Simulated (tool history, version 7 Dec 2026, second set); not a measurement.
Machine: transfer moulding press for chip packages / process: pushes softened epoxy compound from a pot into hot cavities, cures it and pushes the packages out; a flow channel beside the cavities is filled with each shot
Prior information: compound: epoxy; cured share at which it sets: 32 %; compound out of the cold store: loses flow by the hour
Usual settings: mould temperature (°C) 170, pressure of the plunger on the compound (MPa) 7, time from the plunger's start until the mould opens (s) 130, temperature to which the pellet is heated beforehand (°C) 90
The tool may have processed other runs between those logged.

run	hour	mould temperature (°C)	pressure of the plunger on the compound (MPa)	time from the plunger's start until the mould opens (s)	temperature to which the pellet is heated beforehand (°C)	incoming compound's hours out of the cold store	length that the compound runs in the flow channel (mm)	greatest force on the pins that push the packages out (N)
1	0	170	7	130	90	14.7	988	513
2	32.1	170	7	130	90	27.3	915	563
3	60.5	166	7	130	90	24.6	944	661
# hour 67: cavities cleaned with cleaning compound and waxed
4	103.9	166	7	130	90	47.2	849	543
# hour 120.2: mould's thermocouples calibrated
5	164.6	166	7	130	90	34.7	894	659
# hour 174.6: cavities cleaned with cleaning compound and waxed
6	216.2	166	7	130	90	44.9	840	582
7	263.9	166	7	128	90	35.8	880	655
# hour 281: cavities cleaned with cleaning compound and waxed
8	303.6	170	7	130	90	32	882	507
9	354.9	167	7	161	97	10.6	989	554
# hour 388: cavities cleaned with cleaning compound and waxed
10	403.8	166	7	135	90	21.6	921	541
11	443.6	166	8.77	135	90	39	959	585
# hour 494: cavities cleaned with cleaning compound and waxed
12	498.2	173	5.72	135	86	33	768	450
# hour 519.2: plunger's sealing rings changed
13	557.8	178	7	130	90	30.3	886	516
14	582.3	178	5.85	158	95	36.7	779	551
# hour 602.4: cavities cleaned with cleaning compound and waxed
15	615.5	168	5.85	158	86	36.3	799	452

Predict each of these 5 candidate next runs independently; none follows another, all start after run 15:
A	665	170	5.85	121	81	36.7	?	?
B	665	177	5.78	130	89	14.9	?	?
C	665	169	7	130	90	30.3	?	?
D	665	170	7.49	130	90	28.8	?	?
E	665	168	5.85	146	86	34.2	?	?

run	length that the compound runs in the flow channel (mm)	greatest force on the pins that push the packages out (N)
A	796	570
B	858	520
C	904	559
D	937	559
E	818	541
Take away the tool's hidden state, keep each run's random variation, and the runs would have read:
run	length that the compound runs in the flow channel (mm)	greatest force on the pins that push the packages out (N)
A	810	468
B	874	419
C	920	456
D	954	456
E	833	440
